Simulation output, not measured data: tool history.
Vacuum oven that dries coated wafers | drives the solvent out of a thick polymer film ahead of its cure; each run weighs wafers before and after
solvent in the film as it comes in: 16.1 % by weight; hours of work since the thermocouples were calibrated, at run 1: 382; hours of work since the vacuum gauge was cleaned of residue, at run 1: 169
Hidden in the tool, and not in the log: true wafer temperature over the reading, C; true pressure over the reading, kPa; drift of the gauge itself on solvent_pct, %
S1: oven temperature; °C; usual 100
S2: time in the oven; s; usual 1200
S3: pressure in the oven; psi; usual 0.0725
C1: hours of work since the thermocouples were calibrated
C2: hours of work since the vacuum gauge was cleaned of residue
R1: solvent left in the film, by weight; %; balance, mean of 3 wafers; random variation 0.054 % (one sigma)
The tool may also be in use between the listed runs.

run	hour	S1	S2	S3	C1	C2	R1
1	0.0	100	1200	0.0725	382	169	2.09
2	57.9	100	1200	0.0725	411	198	2.08
3	108.4	100	1200	0.0725	435	222	2.17
4	146.9	100	1200	0.0725	454	241	2.13
5	203.9	100	1200	0.0599	482	269	2.14
6	231.0	100	1200	0.0457	496	283	2.10
7	281.9	100	1200	0.0457	521	308	2.05
8	327.9	97	1200	0.1736	543	330	3.09
9	384.3	86	1380	0.1736	571	358	5.00
10	431.8	110	1380	0.1736	594	381	1.05
11	475.9	100	780	0.2447	616	403	4.58
12	533.8	112	780	0.1584	645	432	2.06
13	589.9	112	780	0.1584	672	459	2.18
14	631.5	104	660	0.0780	693	480	3.97

4 ways to go on from here, each from the tool as it stands after run 14. What would each give?
A	680.4	111	1260	0.0725	717	504	?
B	680.4	111	2100	0.0725	717	504	?
C	680.4	112	1140	0.0811	717	504	?
D	680.4	100	1200	0.0744	717	504	?

run	R1
A	0.88
B	0.56
C	0.98
D	2.33
Without the tool's hidden state the same runs would have given:
run	R1
A	0.71
B	0.44
C	0.80
D	2.03
